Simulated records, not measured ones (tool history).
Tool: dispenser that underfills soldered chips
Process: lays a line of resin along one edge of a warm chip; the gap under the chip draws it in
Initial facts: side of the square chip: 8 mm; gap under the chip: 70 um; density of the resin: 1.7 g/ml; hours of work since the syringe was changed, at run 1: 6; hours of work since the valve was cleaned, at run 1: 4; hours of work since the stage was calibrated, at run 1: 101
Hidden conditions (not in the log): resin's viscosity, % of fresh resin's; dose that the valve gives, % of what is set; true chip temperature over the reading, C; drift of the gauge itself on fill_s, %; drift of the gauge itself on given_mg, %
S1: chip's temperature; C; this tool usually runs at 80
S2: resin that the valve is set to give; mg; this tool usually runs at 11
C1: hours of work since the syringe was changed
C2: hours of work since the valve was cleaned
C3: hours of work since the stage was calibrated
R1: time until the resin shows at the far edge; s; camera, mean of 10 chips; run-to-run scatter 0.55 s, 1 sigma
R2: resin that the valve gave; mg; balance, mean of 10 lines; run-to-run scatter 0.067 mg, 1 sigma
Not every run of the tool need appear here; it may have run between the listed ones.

run	hour	S1	S2	C1	C2	C3	R1	R2
1	0	80	11	6	4	101	54.2	11.01
# hour 3.9: new syringe of resin
2	8.3	80	11	3	10	107	50	10.91
3	13.5	80	11	7	13	110	57.1	10.8
# hour 16.5: new syringe of resin
4	21.3	80	11	3	19	116	49.5	10.87
# hour 29.2: new syringe of resin
5	30.4	80	11	1	25	122	47.7	10.82
# hour 41.1: new syringe of resin
6	41.1	80	12.3	0	32	129	44.4	12.01
# hour 53.2: new syringe of resin
7	53.2	87	11	0	41	138	33.6	10.59
8	61.3	80	11	6	47	144	54.3	10.68
# hour 65.5: new syringe of resin
9	73.4	80	11	6	55	152	54.7	10.57
# hour 78.2: new syringe of resin
10	78.6	80	11	0	59	155	45.8	10.44
11	86.5	88	11	6	64	161	39	10.42
# hour 90.7: new syringe of resin
12	95.8	88	11	4	71	168	36	10.44
13	101.5	88	11	8	75	172	41.1	10.4
# hour 103.5: new syringe of resin
14	110.3	80	10.7	5	81	178	54.1	9.97
# hour 115.5: new syringe of resin
15	115.5	80	10.7	0	84	181	45.9	9.93
16	120.9	84	11	4	88	185	43.9	10.15
# hour 127.6: new syringe of resin
17	132.9	84	11	4	96	193	44	10.18
# hour 140.3: new syringe of resin
18	143.2	83	13.2	2	104	201	41.5	12.22
# hour 152.7: new syringe of resin
19	154.8	83	13.2	1	112	209	41.2	11.93
20	162	83	13.2	7	117	214	48.7	11.94
# hour 165.4: new syringe of resin
21	171.5	88	13.9	4	123	220	35.1	12.39
# hour 177.4: new syringe of resin
22	184	68	13.9	5	132	229	86.8	12.41
# hour 189.4: new syringe of resin
23	190.7	80	13.4	1	137	234	45.2	12
24	198.8	80	13.1	7	142	239	53.9	11.59
# hour 201.6: new syringe of resin
# hour 206.7: dispensing valve cleaned and set on the balance
25	209.7	80	12.1	5	2	246	50.8	12.17
# hour 215.1: new syringe of resin
26	215.8	86	11.9	1	6	250	34.9	11.82
27	223.6	89	11.9	6	12	256	34.5	11.91
# hour 227.5: new syringe of resin
28	235.9	93	13	6	20	264	29.4	12.76
# hour 240.2: new syringe of resin
29	246.1	73	12.8	4	28	271	67.1	12.44
30	251.8	73	12.8	8	32	276	76.7	12.5
# hour 253.1: new syringe of resin
31	259.9	72	13.5	5	37	281	73	13.16
# hour 265.4: new syringe of resin
32	268.4	87	12.3	2	43	287	33.9	11.92
33	275.4	84	11.9	7	48	292	44.5	11.57
# hour 277.5: new syringe of resin
34	281.9	81	12.3	3	52	296	45	11.78

Pick out some run-to-run changes in R1. Of each, how much would a tool without hidden state show as well, from the settings, what came in and chance, and how much is left for the hidden state and any gauge scatter not in both results compared?
Run 9 -> 10: new syringe of resin. R1 -8.9 s: hidden state -9.2, all else +0.3.
Run 21 -> 22: S1 88 -> 68, new syringe of resin. R1 +51.7 s: hidden state +5.5, all else +46.2.
Run 22 -> 23: S1 68 -> 80, S2 13.9 -> 13.4, new syringe of resin. R1 -41.6 s: hidden state -8.5, all else -33.1.
Run 23 -> 24: S2 13.4 -> 13.1. R1 +8.7 s: hidden state +8.9, all else -0.2.
Run 29 -> 30: no setting touched and nothing written in the log between the runs. R1 +9.6 s: hidden state +9.1, all else +0.5.
Run 31 -> 32: S1 72 -> 87, S2 13.5 -> 12.3, new syringe of resin. R1 -39.1 s: hidden state -6.6, all else -32.5.

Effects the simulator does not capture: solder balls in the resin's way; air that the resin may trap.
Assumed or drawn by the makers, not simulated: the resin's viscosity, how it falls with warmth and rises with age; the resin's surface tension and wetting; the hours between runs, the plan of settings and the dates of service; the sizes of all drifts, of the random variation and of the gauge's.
